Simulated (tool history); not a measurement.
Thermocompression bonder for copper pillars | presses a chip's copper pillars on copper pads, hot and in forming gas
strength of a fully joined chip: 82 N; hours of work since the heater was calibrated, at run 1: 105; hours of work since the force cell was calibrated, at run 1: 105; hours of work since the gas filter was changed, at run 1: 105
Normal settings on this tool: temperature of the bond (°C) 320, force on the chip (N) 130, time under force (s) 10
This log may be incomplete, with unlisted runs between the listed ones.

run  hour  temperature of the bond (°C)  force on the chip (N)  time under force (s)  hours of work since the heater was calibrated  hours of work since the force cell was calibrated  hours of work since the gas filter was changed  force that shears a chip off (N)
  1   0.0                           320                    130                    10                                            105                                                105                                             105                              29.0
  2   9.7                           320                    130                    10                                            109                                                109                                             109                              29.0
  3  17.7                           330                    130                    10                                            113                                                113                                             113                              31.2
  4  24.2                           330                    130                    10                                            116                                                116                                             116                              31.7
     27.1  -- heater calibrated with a thermocouple chip
  5  32.7                           330                    130                    10                                              3                                                119                                             119                              31.9
  6  40.4                           330                    130                    10                                              6                                                123                                             123                              31.7
  7  49.0                           292                    149                     8                                             10                                                127                                             127                              22.8
  8  54.8                           292                    149                     8                                             13                                                130                                             130                              23.1

Predict the results of run 9:
  9  65.6                           320                    161                    14                                             18                                                135                                             135                                 ?

force that shears a chip off (N): 38.7
On a tool with no hidden condition, and with the same random variation, this run would have come out at force that shears a chip off (N) 39.3.

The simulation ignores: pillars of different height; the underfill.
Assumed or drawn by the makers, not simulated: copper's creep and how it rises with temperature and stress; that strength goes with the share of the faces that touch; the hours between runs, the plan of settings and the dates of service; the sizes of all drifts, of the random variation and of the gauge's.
